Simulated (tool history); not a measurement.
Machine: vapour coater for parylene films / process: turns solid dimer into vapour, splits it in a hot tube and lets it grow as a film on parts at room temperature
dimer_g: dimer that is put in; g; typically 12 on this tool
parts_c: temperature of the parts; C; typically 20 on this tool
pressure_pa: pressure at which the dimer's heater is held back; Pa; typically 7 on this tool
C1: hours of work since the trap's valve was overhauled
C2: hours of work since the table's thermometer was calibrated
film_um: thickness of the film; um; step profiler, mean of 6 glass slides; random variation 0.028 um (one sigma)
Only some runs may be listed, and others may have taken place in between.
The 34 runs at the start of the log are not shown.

Run 35, hour 421.4: usual settings but dimer_g 9 g, parts_c 13 C, pressure_pa 3.01 Pa; C1 213; C2 491. Result: film_um 5.91 um.
Run 36, hour 435.8: usual settings but dimer_g 14 g, pressure_pa 7.78 Pa; C1 224; C2 502. Result: film_um 6.33 um.
At hour 448.6: trap's valve overhauled.
Run 37, hour 453.2: usual settings but dimer_g 6 g, parts_c 26 C, pressure_pa 3.19 Pa; C1 3; C2 513. Result: film_um 2.3 um.
Run 38, hour 461: usual settings but dimer_g 6 g, parts_c 21 C, pressure_pa 3.57 Pa; C1 9; C2 519. Result: film_um 2.79 um.
Run 39, hour 470.2: usual settings but dimer_g 19 g, parts_c 17 C, pressure_pa 2.33 Pa; C1 16; C2 526. Result: film_um 11.04 um.
Run 40, hour 486.7: usual settings but dimer_g 10 g, parts_c 13 C, pressure_pa 10.65 Pa; C1 29; C2 538. Result: film_um 5.78 um.
Run 41, hour 495.9: usual settings but dimer_g 6 g, parts_c 13 C, pressure_pa 2.34 Pa; C1 36; C2 545. Result: film_um 4.07 um.
Run 42, hour 510.1: usual settings but parts_c 17 C, pressure_pa 3.02 Pa; C1 47; C2 556. Result: film_um 6.68 um.
Run 43, hour 518.6: usual settings but parts_c 26 C; C1 53; C2 563. Result: film_um 4.29 um.
Run 44, hour 533.3: usual settings but parts_c 26 C; C1 65; C2 574. Result: film_um 4.33 um.

5 options for the next run, each taken on its own from the tool as it stands now. Forecast them:
Run A, hour 545.4: usual settings but dimer_g 13 g, parts_c 26 C; C1 74; C2 583. Result: film_um ?.
Run B, hour 545.4: usual settings but parts_c 26 C, pressure_pa 10.45 Pa; C1 74; C2 583. Result: film_um ?.
Run C, hour 545.4: usual settings but parts_c 22 C, pressure_pa 2.97 Pa; C1 74; C2 583. Result: film_um ?.
Run D, hour 545.4: usual settings but dimer_g 13 g, parts_c 19 C; C1 74; C2 583. Result: film_um ?.
Run E, hour 545.4: usual settings but dimer_g 11 g, parts_c 26 C; C1 74; C2 583. Result: film_um ?.

run  film_um
  A     4.63
  B     4.12
  C     5.47
  D     6.18
  E     3.94
With no hidden state in the tool, these same runs would have given:
run  film_um
  A     4.64
  B     4.13
  C     5.48
  D     6.19
  E     3.94
